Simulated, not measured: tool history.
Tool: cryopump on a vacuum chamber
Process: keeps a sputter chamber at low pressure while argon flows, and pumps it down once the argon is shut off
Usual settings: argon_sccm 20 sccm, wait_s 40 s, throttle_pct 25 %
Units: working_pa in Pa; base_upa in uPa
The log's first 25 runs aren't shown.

run    hour  argon_sccm  wait_s  throttle_pct  working_pa  base_upa
 26  1075.7          34      31            45      0.0563      2.04
 27  1107.8          13     130            25      0.0376      0.99
 28  1163.7          34      54            23       0.107      1.49
 29    1209          20     247            29      0.0503      0.88
 30  1258.8          34     201            25      0.0988         1
 31  1290.6          14     120            25      0.0414      1.08
 32  1344.5          14     120            29      0.0354      1.09
 33  1376.2          25      24            25      0.0737      2.55
 34  1425.7          25      24            25      0.0734      2.61

4 ways to go on from here, each from the tool as it stands after run 34. What would each give?
  A  1474.2          30      70            31           ?         ?
  B  1474.2          25     267            25           ?         ?
  C  1474.2          11      36            50           ?         ?
  D  1474.2          20      56            41           ?         ?

run  working_pa  base_upa
  A      0.0728      1.42
  B      0.0744      1.01
  C      0.0164      2.02
  D      0.0379      1.63
Without the tool's hidden state the same runs would have given:
run  working_pa  base_upa
  A      0.0677      0.73
  B      0.0702      0.33
  C      0.0145      1.34
  D      0.0345      0.92
